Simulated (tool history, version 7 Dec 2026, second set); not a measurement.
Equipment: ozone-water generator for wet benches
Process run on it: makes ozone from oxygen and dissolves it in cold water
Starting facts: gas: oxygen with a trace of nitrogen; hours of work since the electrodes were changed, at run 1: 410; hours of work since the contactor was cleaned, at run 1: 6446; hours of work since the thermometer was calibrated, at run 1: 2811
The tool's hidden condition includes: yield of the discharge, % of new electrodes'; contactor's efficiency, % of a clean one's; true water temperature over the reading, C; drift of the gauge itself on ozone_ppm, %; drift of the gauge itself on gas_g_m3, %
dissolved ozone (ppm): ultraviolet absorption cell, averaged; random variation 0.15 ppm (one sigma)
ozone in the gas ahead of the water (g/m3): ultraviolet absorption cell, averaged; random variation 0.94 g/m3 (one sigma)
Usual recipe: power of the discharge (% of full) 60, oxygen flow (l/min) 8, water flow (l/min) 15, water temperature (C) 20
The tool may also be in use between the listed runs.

| run | hour | power of the discharge (% of full) | oxygen flow (l/min) | water flow (l/min) | water temperature (C) | hours of work since the electrodes were changed | hours of work since the contactor was cleaned | hours of work since the thermometer was calibrated | dissolved ozone (ppm) | ozone in the gas ahead of the water (g/m3) |
|---|---|---|---|---|---|---|---|---|---|---|
| 1 | 0 | 60 | 8 | 15 | 20 | 410 | 6446 | 2811 | 19.2 | 160 |
| 2 | 57.3 | 60 | 8 | 15 | 20 | 445 | 6481 | 2846 | 19.3 | 161.3 |
| 3 | 134.1 | 60 | 8 | 15 | 20 | 491 | 6527 | 2892 | 19.3 | 159.9 |
| 4 | 205.9 | 60 | 4.26 | 15 | 20 | 535 | 6570 | 2935 | 22.3 | 243.7 |
| 5 | 278.1 | 60 | 4.26 | 15 | 20 | 578 | 6614 | 2979 | 22.2 | 245.5 |
| 6 | 351.7 | 98 | 4.26 | 15 | 20 | 623 | 6658 | 3023 | 31.3 | 345.7 |
| 7 | 410.6 | 98 | 4.26 | 15 | 20 | 658 | 6694 | 3059 | 31.3 | 344.6 |
| 8 | 452.9 | 98 | 4.26 | 15 | 20 | 684 | 6720 | 3084 | 31.2 | 341 |
| 9 | 507.6 | 60 | 8 | 15 | 20 | 717 | 6753 | 3117 | 19.2 | 159.8 |
|  | 531.2 | water thermometer calibrated |
| 10 | 567.7 | 60 | 8 | 15 | 24 | 753 | 6789 | 22 | 17.5 | 159.7 |
| 11 | 605.4 | 60 | 8 | 15 | 24 | 776 | 6811 | 45 | 17.6 | 161.9 |
| 12 | 651.8 | 60 | 8 | 15 | 24 | 804 | 6839 | 73 | 17.5 | 161.1 |
| 13 | 699.6 | 60 | 8 | 15 | 24 | 833 | 6868 | 102 | 17.7 | 159.2 |
| 14 | 743.7 | 52 | 4.68 | 15 | 20 | 859 | 6895 | 128 | 19.8 | 208.7 |
| 15 | 823 | 79 | 7.43 | 24 | 15 | 907 | 6943 | 176 | 17.6 | 206.7 |
| 16 | 873.2 | 79 | 12.19 | 15 | 16 | 937 | 6973 | 207 | 21.7 | 148.6 |
| 17 | 929.3 | 79 | 12.19 | 15 | 16 | 971 | 7007 | 240 | 22 | 147.9 |
| 18 | 1012.5 | 84 | 9.98 | 16 | 19 | 1022 | 7057 | 291 | 21.9 | 177.2 |
| 19 | 1053.9 | 84 | 9.98 | 14 | 19 | 1047 | 7082 | 316 | 23.6 | 177.4 |
| 20 | 1094.2 | 68 | 9.36 | 15 | 15 | 1071 | 7107 | 340 | 21.9 | 158.9 |
| 21 | 1141.2 | 76 | 6.33 | 15 | 20 | 1099 | 7135 | 368 | 24.1 | 225.9 |
| 22 | 1214.4 | 60 | 8 | 15 | 13 | 1144 | 7179 | 413 | 21.9 | 163.8 |
| 23 | 1257.5 | 45 | 8.16 | 15 | 13 | 1170 | 7205 | 439 | 18 | 131 |
| 24 | 1310.4 | 65 | 6.48 | 15 | 20 | 1202 | 7237 | 471 | 21.5 | 199.8 |
| 25 | 1357.6 | 65 | 9.85 | 15 | 13 | 1230 | 7266 | 499 | 21.8 | 152.4 |

Branching from run 25: 5 alternative next runs. What would each branch give?
| A | 1419.2 | 98 | 9.85 | 11 | 13 | 1267 | 7303 | 536 | ? | ? |
| B | 1419.2 | 48 | 8 | 15 | 20 | 1267 | 7303 | 536 | ? | ? |
| C | 1419.2 | 63 | 7.96 | 15 | 21 | 1267 | 7303 | 536 | ? | ? |
| D | 1419.2 | 65 | 5.49 | 15 | 13 | 1267 | 7303 | 536 | ? | ? |
| E | 1419.2 | 58 | 5.41 | 15 | 18 | 1267 | 7303 | 536 | ? | ? |

| run | dissolved ozone (ppm) | ozone in the gas ahead of the water (g/m3) |
|---|---|---|
| A | 35.3 | 201.3 |
| B | 16.2 | 140 |
| C | 19.5 | 168.7 |
| D | 24.8 | 223.4 |
| E | 21.5 | 206.1 |
The same runs, with their run-to-run variation unchanged, on a tool lacking any hidden condition would have given:
| run | dissolved ozone (ppm) | ozone in the gas ahead of the water (g/m3) |
|---|---|---|
| A | 35.3 | 195.9 |
| B | 16.2 | 136.3 |
| C | 19.5 | 164.2 |
| D | 24.8 | 217.5 |
| E | 21.5 | 200.6 |

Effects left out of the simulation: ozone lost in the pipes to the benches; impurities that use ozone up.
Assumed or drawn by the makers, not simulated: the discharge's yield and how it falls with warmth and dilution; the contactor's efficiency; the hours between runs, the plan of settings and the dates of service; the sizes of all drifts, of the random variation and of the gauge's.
